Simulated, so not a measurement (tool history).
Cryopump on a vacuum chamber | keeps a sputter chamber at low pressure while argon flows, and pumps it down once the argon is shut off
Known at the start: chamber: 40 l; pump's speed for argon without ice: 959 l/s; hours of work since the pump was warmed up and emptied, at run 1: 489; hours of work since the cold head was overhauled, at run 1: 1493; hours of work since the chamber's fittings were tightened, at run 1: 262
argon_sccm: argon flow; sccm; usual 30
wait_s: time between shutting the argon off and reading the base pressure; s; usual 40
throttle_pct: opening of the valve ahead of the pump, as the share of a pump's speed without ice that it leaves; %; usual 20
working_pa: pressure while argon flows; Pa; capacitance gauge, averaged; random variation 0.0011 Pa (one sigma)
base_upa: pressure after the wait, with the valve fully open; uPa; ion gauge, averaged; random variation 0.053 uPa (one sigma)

| run | hour | argon_sccm | wait_s | throttle_pct | hours of work since the pump was warmed up and emptied | hours of work since the cold head was overhauled | hours of work since the chamber's fittings were tightened | working_pa | base_upa |
|---|---|---|---|---|---|---|---|---|---|
| 1 | 0 | 30 | 40 | 20 | 489 | 1493 | 262 | 0.2699 | 3.79 |
| 2 | 50.6 | 30 | 40 | 21 | 517 | 1521 | 290 | 0.2567 | 3.83 |
| 3 | 108 | 13 | 40 | 20 | 548 | 1553 | 322 | 0.1166 | 3.92 |
| 4 | 170.4 | 13 | 40 | 20 | 583 | 1588 | 357 | 0.1181 | 4 |
| 5 | 215.8 | 13 | 40 | 20 | 608 | 1613 | 382 | 0.1178 | 4.02 |
| 6 | 248.9 | 13 | 40 | 20 | 627 | 1631 | 401 | 0.1169 | 4.06 |
| 7 | 315.8 | 18 | 40 | 20 | 664 | 1668 | 438 | 0.1641 | 4.32 |
| 8 | 367.2 | 18 | 40 | 20 | 693 | 1697 | 466 | 0.1615 | 4.23 |
| 9 | 433.8 | 18 | 40 | 20 | 729 | 1734 | 503 | 0.1625 | 4.26 |
| 10 | 474 | 13 | 40 | 20 | 752 | 1756 | 526 | 0.1164 | 4.37 |
| 11 | 550.8 | 13 | 212 | 20 | 794 | 1799 | 568 | 0.1191 | 2.06 |
| 12 | 597.8 | 30 | 40 | 57 | 821 | 1825 | 594 | 0.1001 | 4.52 |
| 13 | 662.1 | 30 | 40 | 57 | 856 | 1861 | 630 | 0.1013 | 4.62 |
| 14 | 695.8 | 30 | 40 | 57 | 875 | 1880 | 649 | 0.101 | 4.74 |
| 15 | 751.8 | 30 | 40 | 57 | 906 | 1911 | 680 | 0.1015 | 4.88 |
| 16 | 823.6 | 30 | 40 | 57 | 946 | 1951 | 720 | 0.1012 | 4.76 |
| 17 | 858.2 | 28 | 40 | 20 | 965 | 1970 | 739 | 0.2553 | 4.83 |
|  | 866.8 | pump warmed up, emptied and cooled again |
| 18 | 901.3 | 28 | 40 | 20 | 19 | 1991 | 760 | 0.2476 | 4.71 |
| 19 | 972.9 | 25 | 40 | 20 | 59 | 2031 | 800 | 0.2216 | 4.57 |
| 20 | 1020.2 | 30 | 39 | 20 | 85 | 2057 | 826 | 0.2667 | 4.89 |
| 21 | 1075.4 | 28 | 37 | 18 | 116 | 2088 | 857 | 0.2772 | 5.2 |
| 22 | 1107.6 | 15 | 171 | 27 | 134 | 2106 | 875 | 0.0994 | 2.71 |
| 23 | 1152.4 | 30 | 40 | 19 | 159 | 2130 | 900 | 0.2798 | 5.04 |
| 24 | 1198.3 | 30 | 66 | 19 | 184 | 2156 | 925 | 0.2804 | 3.99 |
| 25 | 1274.4 | 30 | 34 | 41 | 226 | 2198 | 967 | 0.1326 | 5.84 |
| 26 | 1344.8 | 30 | 34 | 41 | 266 | 2237 | 1007 | 0.1319 | 5.81 |
| 27 | 1405.2 | 20 | 255 | 50 | 299 | 2271 | 1040 | 0.0733 | 2.77 |
| 28 | 1462.1 | 39 | 255 | 22 | 331 | 2302 | 1072 | 0.3186 | 2.85 |
| 29 | 1527.7 | 36 | 113 | 30 | 367 | 2339 | 1108 | 0.2169 | 3.56 |
| 30 | 1605.1 | 36 | 113 | 30 | 410 | 2382 | 1151 | 0.2177 | 3.76 |
| 31 | 1661 | 36 | 113 | 30 | 441 | 2413 | 1182 | 0.218 | 3.75 |
| 32 | 1724.9 | 31 | 40 | 24 | 477 | 2448 | 1218 | 0.232 | 5.55 |
| 33 | 1789.3 | 30 | 24 | 17 | 512 | 2484 | 1253 | 0.3172 | 7.47 |

3 ways to go on from here, each from the tool as it stands after run 33. What would each give?
| A | 1838.7 | 15 | 281 | 48 | 540 | 2512 | 1281 | ? | ? |
| B | 1838.7 | 20 | 25 | 56 | 540 | 2512 | 1281 | ? | ? |
| C | 1838.7 | 30 | 129 | 20 | 540 | 2512 | 1281 | ? | ? |

| run | working_pa | base_upa |
|---|---|---|
| A | 0.0578 | 3.34 |
| B | 0.067 | 7.56 |
| C | 0.2694 | 3.83 |
Without the tool's hidden state the same runs would have given:
| run | working_pa | base_upa |
|---|---|---|
| A | 0.0546 | 0.74 |
| B | 0.0628 | 4.97 |
| C | 0.2632 | 1.24 |

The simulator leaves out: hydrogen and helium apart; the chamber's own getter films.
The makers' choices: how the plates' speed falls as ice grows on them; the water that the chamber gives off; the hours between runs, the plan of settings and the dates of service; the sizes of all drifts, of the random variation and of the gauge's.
